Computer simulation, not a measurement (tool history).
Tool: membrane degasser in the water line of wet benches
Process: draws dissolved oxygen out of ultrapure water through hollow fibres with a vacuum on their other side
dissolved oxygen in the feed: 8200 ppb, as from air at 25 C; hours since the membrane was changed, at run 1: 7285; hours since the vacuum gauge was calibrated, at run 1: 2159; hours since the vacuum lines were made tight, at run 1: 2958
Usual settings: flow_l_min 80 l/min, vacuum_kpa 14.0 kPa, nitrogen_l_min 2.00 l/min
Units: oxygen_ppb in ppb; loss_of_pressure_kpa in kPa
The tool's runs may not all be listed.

run    hour  flow_l_min  vacuum_kpa  nitrogen_l_min  hours since the membrane was changed  hours since the vacuum gauge was calibrated  hours since the vacuum lines were made tight  oxygen_ppb  loss_of_pressure_kpa
  1     0.0          80        14.0            2.00                                  7285                                         2159                                          2958       950.1                 33.47
  2   131.0          80        14.0            2.00                                  7416                                         2290                                          3089       954.5                 33.96
  3   405.8          80        14.0            2.00                                  7691                                         2565                                          3364       943.1                 33.39
  4   594.7          80        14.0            1.31                                  7880                                         2754                                          3553      1219.8                 33.45
  5   816.6          80        14.0            2.74                                  8102                                         2976                                          3775       788.4                 33.85
  6  1064.6          80        14.0            1.50                                  8350                                         3224                                          4023      1119.3                 33.12
  7  1263.0          80        14.0            1.50                                  8548                                         3422                                          4221      1130.5                 33.77
  8  1424.7          80        14.0            1.50                                  8710                                         3584                                          4383      1133.1                 33.42
  9  1658.7          80        14.0            1.50                                  8944                                         3818                                          4617      1126.4                 33.44
 10  1827.3          80        14.0            4.84                                  9112                                         3986                                          4786       557.2                 33.28
 11  1989.0          80        14.0            4.84                                  9274                                         4148                                          4947       557.1                 33.35
     2119.2  -- vacuum gauge calibrated
 12  2165.4          80        11.6            2.00                                  9450                                           46                                          5123       791.2                 33.30
 13  2410.1          80        13.7            1.03                                  9694                                          291                                          5368      1372.2                 33.43
     2583.4  -- seals of the vacuum lines changed
 14  2615.2          58        14.0            2.48                                  9898                                          494                                            32       618.6                 24.16
 15  2776.5          58        14.0            2.48                                 10059                                          655                                           193       612.5                 24.00
 16  3040.7          58        14.0            2.48                                 10323                                          920                                           457       612.5                 23.78
 17  3179.7          58        12.9            3.04                                 10462                                         1059                                           596       495.7                 23.93
 18  3296.2          77        14.0            4.24                                 10579                                         1175                                           713       583.1                 31.92
 19  3549.0          65         9.3            1.37                                 10831                                         1428                                           966       635.8                 26.77
 20  3814.7          65         9.3            0.81                                 11097                                         1693                                          1231       879.1                 26.76
 21  3964.8          55        14.0            2.10                                 11247                                         1844                                          1381       655.1                 22.78
 22  4208.3          59        14.0            4.70                                 11491                                         2087                                          1625       406.5                 24.45
 23  4329.7          59        14.0            4.70                                 11612                                         2208                                          1746       401.3                 24.19

Forecast each of these 3 alternatives for the next run:
  A  4569.2          94        14.0            5.06                                 11852                                         2448                                          1986           ?                     ?
  B  4569.2          59        10.9            4.70                                 11852                                         2448                                          1986           ?                     ?
  C  4569.2          85        14.0            2.00                                 11852                                         2448                                          1986           ?                     ?

run  oxygen_ppb  loss_of_pressure_kpa
  A       649.6                 38.89
  B       323.5                 24.28
  C      1009.2                 34.65
Without the tool's hidden state the same runs would have given:
run  oxygen_ppb  loss_of_pressure_kpa
  A       648.3                 39.86
  B       322.8                 24.88
  C      1008.0                 35.53

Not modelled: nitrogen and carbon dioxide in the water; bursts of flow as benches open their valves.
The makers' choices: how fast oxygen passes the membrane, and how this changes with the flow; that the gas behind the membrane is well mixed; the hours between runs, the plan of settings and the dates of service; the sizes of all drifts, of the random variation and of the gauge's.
